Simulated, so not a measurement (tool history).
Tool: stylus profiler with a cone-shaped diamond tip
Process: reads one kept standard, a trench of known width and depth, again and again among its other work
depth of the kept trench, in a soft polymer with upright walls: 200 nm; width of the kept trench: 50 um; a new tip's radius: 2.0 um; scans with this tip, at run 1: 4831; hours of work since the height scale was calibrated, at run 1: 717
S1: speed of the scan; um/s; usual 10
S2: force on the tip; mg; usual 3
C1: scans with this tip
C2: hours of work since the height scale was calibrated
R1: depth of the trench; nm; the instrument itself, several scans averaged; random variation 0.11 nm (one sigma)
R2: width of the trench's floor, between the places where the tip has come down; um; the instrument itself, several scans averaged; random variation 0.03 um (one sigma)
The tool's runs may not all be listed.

Run 1, hour 0: usual settings; C1 4831; C2 717. Result: R1 203.28 nm, R2 48.21 um.
Run 2, hour 38.5: usual settings; C1 4944; C2 734. Result: R1 203.24 nm, R2 48.15 um.
Run 3, hour 77.2: usual settings; C1 5057; C2 751. Result: R1 203.27 nm, R2 48.24 um.
Run 4, hour 102.4: usual settings but S2 7.72 mg; C1 5130; C2 762. Result: R1 206.19 nm, R2 48.14 um.
Run 5, hour 126.5: usual settings but S2 7.72 mg; C1 5201; C2 772. Result: R1 206.16 nm, R2 48.23 um.
Run 6, hour 157: usual settings but S2 2.54 mg; C1 5290; C2 785. Result: R1 202.82 nm, R2 48.2 um.
Run 7, hour 188.4: usual settings but S2 2.54 mg; C1 5382; C2 799. Result: R1 202.85 nm, R2 48.16 um.
Run 8, hour 231.8: usual settings; C1 5509; C2 818. Result: R1 203.31 nm, R2 48.23 um.
Run 9, hour 263.4: usual settings; C1 5601; C2 831. Result: R1 203.04 nm, R2 48.23 um.
Run 10, hour 297.7: usual settings; C1 5701; C2 846. Result: R1 203.42 nm, R2 48.17 um.
Run 11, hour 334.8: usual settings; C1 5809; C2 862. Result: R1 203.19 nm, R2 48.22 um.
At hour 358.6: height scale calibrated on a step standard.
Run 12, hour 368.7: usual settings; C1 5907; C2 4. Result: R1 203.23 nm, R2 48.17 um.
Run 13, hour 413.8: usual settings; C1 6039; C2 24. Result: R1 203.38 nm, R2 48.25 um.
Run 14, hour 452.8: usual settings; C1 6153; C2 41. Result: R1 203.2 nm, R2 48.19 um.
Run 15, hour 493.7: usual settings but S1 4 um/s; C1 6272; C2 59. Result: R1 203.41 nm, R2 48.16 um.
Run 16, hour 527.7: usual settings but S1 4 um/s; C1 6371; C2 73. Result: R1 203.24 nm, R2 48.26 um.
Run 17, hour 553.3: usual settings; C1 6446; C2 84. Result: R1 203.26 nm, R2 48.18 um.
Run 18, hour 585.2: usual settings; C1 6539; C2 98. Result: R1 203.07 nm, R2 48.2 um.
Run 19, hour 631.2: usual settings; C1 6674; C2 118. Result: R1 203.29 nm, R2 48.23 um.
Run 20, hour 652.4: usual settings; C1 6736; C2 127. Result: R1 203.28 nm, R2 48.21 um.
Run 21, hour 687.1: usual settings; C1 6837; C2 142. Result: R1 203.41 nm, R2 48.19 um.
Run 22, hour 716.3: usual settings; C1 6922; C2 155. Result: R1 203.17 nm, R2 48.15 um.
Run 23, hour 761.6: usual settings but S2 2.47 mg; C1 7055; C2 175. Result: R1 202.96 nm, R2 48.2 um.
Run 24, hour 784.6: usual settings but S1 2 um/s, S2 1.04 mg; C1 7122; C2 185. Result: R1 201.79 nm, R2 48.31 um.
Run 25, hour 820.4: usual settings but S1 32 um/s, S2 2.47 mg; C1 7226; C2 200. Result: R1 202.81 nm, R2 48.06 um.
Run 26, hour 864.8: usual settings but S1 24 um/s, S2 1.41 mg; C1 7356; C2 220. Result: R1 202.08 nm, R2 48.13 um.
Run 27, hour 897.3: usual settings but S1 8 um/s, S2 7.23 mg; C1 7451; C2 234. Result: R1 205.84 nm, R2 48.21 um.
Run 28, hour 918.8: usual settings but S1 36 um/s, S2 1.98 mg; C1 7514; C2 243. Result: R1 202.47 nm, R2 47.99 um.
Run 29, hour 951.7: usual settings but S1 7 um/s, S2 6.11 mg; C1 7610; C2 257. Result: R1 205.21 nm, R2 48.28 um.
Run 30, hour 971.3: usual settings but S1 13 um/s, S2 5.36 mg; C1 7667; C2 266. Result: R1 204.71 nm, R2 48.23 um.
Run 31, hour 997.7: usual settings but S1 5 um/s, S2 1.67 mg; C1 7744; C2 277. Result: R1 202.18 nm, R2 48.2 um.
Run 32, hour 1031.3: usual settings but S2 2.56 mg; C1 7843; C2 292. Result: R1 202.99 nm, R2 48.18 um.
Run 33, hour 1062.9: usual settings but S1 8 um/s, S2 4.85 mg; C1 7935; C2 305. Result: R1 204.6 nm, R2 48.2 um.
Run 34, hour 1098.9: usual settings but S1 2 um/s, S2 2.41 mg; C1 8040; C2 321. Result: R1 202.89 nm, R2 48.24 um.
Run 35, hour 1121.6: usual settings but S1 3 um/s, S2 1.43 mg; C1 8107; C2 331. Result: R1 201.91 nm, R2 48.25 um.
Run 36, hour 1159.4: usual settings but S1 38 um/s, S2 6.82 mg; C1 8217; C2 347. Result: R1 205.69 nm, R2 48.09 um.
Run 37, hour 1193.2: usual settings but S1 28 um/s, S2 1.94 mg; C1 8316; C2 362. Result: R1 202.48 nm, R2 48.09 um.
Run 38, hour 1227.1: usual settings but S1 11 um/s, S2 3.71 mg; C1 8415; C2 377. Result: R1 203.84 nm, R2 48.2 um.
Run 39, hour 1268.1: usual settings but S1 11 um/s, S2 3.71 mg; C1 8535; C2 394. Result: R1 203.69 nm, R2 48.19 um.
Run 40, hour 1313.8: usual settings but S1 13 um/s, S2 1.54 mg; C1 8668; C2 414. Result: R1 201.95 nm, R2 48.13 um.
Run 41, hour 1342.1: usual settings but S1 4 um/s, S2 4.6 mg; C1 8751; C2 427. Result: R1 204.43 nm, R2 48.21 um.

The next listed run, before its measurement:
Run 42, hour 1381.7: usual settings but S1 3 um/s, S2 5.22 mg; C1 8866; C2 444. Result: R1 ?, R2 ?.

R1: 204.68 nm
R2: 48.23 um
Without the tool's hidden state the same run would have given R1 204.69 nm, R2 48.23 um.
